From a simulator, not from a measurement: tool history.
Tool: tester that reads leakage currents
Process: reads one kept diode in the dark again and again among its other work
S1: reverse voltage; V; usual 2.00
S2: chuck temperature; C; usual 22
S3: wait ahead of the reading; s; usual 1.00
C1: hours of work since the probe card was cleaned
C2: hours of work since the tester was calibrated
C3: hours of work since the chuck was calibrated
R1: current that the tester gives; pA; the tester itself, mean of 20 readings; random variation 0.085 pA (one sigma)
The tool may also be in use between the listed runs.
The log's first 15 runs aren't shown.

run 16 hour=618.3 | S1=2.00 S2=22 S3=1.00 | C1=1981 C2=1317 C3=1192 | R1=23.01
run 17 hour=664.1 | S1=2.00 S2=22 S3=0.45 | C1=2017 C2=1353 C3=1228 | R1=22.97
run 18 hour=688.0 | S1=2.00 S2=22 S3=1.00 | C1=2035 C2=1372 C3=1246 | R1=22.85
run 19 hour=744.7 | S1=2.00 S2=22 S3=1.00 | C1=2080 C2=1416 C3=1291 | R1=22.86
run 20 hour=789.6 | S1=2.00 S2=22 S3=0.74 | C1=2115 C2=1451 C3=1326 | R1=22.99
run 21 hour=844.0 | S1=3.24 S2=36 S3=0.37 | C1=2158 C2=1494 C3=1369 | R1=73.79
run 22 hour=871.8 | S1=17.04 S2=25 S3=1.76 | C1=2180 C2=1516 C3=1391 | R1=56.47
run 23 hour=904.6 | S1=17.04 S2=25 S3=1.76 | C1=2206 C2=1542 C3=1417 | R1=56.45
-- hour=913.7 probe card cleaned and baked
run 24 hour=960.8 | S1=6.55 S2=44 S3=0.78 | C1=37 C2=1584 C3=1458 | R1=159.18
run 25 hour=1017.2 | S1=6.55 S2=44 S3=0.78 | C1=81 C2=1628 C3=1503 | R1=158.51
run 26 hour=1063.4 | S1=13.46 S2=49 S3=0.78 | C1=118 C2=1664 C3=1539 | R1=275.92
run 27 hour=1092.0 | S1=2.22 S2=34 S3=1.00 | C1=140 C2=1687 C3=1562 | R1=57.17
run 28 hour=1146.6 | S1=2.22 S2=34 S3=1.00 | C1=183 C2=1730 C3=1604 | R1=56.93
run 29 hour=1192.7 | S1=2.22 S2=34 S3=0.62 | C1=219 C2=1766 C3=1641 | R1=57.13
run 30 hour=1222.4 | S1=1.08 S2=44 S3=1.81 | C1=243 C2=1789 C3=1664 | R1=90.26
run 31 hour=1246.7 | S1=1.08 S2=44 S3=1.81 | C1=262 C2=1808 C3=1683 | R1=90.08
run 32 hour=1275.0 | S1=1.08 S2=44 S3=1.81 | C1=284 C2=1831 C3=1705 | R1=90.77
-- hour=1287.2 chuck's temperature calibrated
run 33 hour=1315.3 | S1=1.08 S2=44 S3=1.81 | C1=314 C2=1861 C3=22 | R1=90.11

The next listed run, before its measurement:
run 34 hour=1346.1 | S1=13.95 S2=59 S3=1.00 | C1=338 C2=1885 C3=46 | R1=?

R1: 519.27 pA
Without the tool's hidden state the same run would have given R1 519.24 pA.
